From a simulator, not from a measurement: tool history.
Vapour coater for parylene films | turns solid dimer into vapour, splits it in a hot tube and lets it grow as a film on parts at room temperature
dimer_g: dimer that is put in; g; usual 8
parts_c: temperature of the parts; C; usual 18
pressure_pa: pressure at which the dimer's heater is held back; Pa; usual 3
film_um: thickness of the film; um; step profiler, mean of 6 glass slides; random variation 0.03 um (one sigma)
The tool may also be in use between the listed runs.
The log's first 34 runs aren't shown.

| run | hour | dimer_g | parts_c | pressure_pa | film_um |
|---|---|---|---|---|---|
| 35 | 979.1 | 11 | 24 | 4.63 | 2.58 |
| 36 | 1011.6 | 8 | 24 | 4.63 | 1.87 |
| 37 | 1031.4 | 8 | 24 | 4.63 | 1.87 |
| 38 | 1048 | 8 | 19 | 2.92 | 2.46 |
| 39 | 1071.4 | 7 | 27 | 4.92 | 1.44 |
| 40 | 1094.7 | 7 | 27 | 5.08 | 1.4 |
| 41 | 1134.1 | 7 | 27 | 5.08 | 1.37 |
| 42 | 1157 | 8 | 27 | 2.01 | 1.88 |
| 43 | 1195.7 | 8 | 27 | 2.01 | 1.86 |
| 44 | 1214.5 | 8 | 28 | 2.87 | 1.7 |

3 ways to go on from here, each from the tool as it stands after run 44. What would each give?
| A | 1232.3 | 4 | 12 | 5.5 | ? |
| B | 1232.3 | 8 | 18 | 2.12 | ? |
| C | 1232.3 | 8 | 25 | 3 | ? |

| run | film_um |
|---|---|
| A | 1.41 |
| B | 2.54 |
| C | 1.82 |
Without the tool's hidden state the same runs would have given:
| run | film_um |
|---|---|
| A | 1.62 |
| B | 2.92 |
| C | 2.1 |

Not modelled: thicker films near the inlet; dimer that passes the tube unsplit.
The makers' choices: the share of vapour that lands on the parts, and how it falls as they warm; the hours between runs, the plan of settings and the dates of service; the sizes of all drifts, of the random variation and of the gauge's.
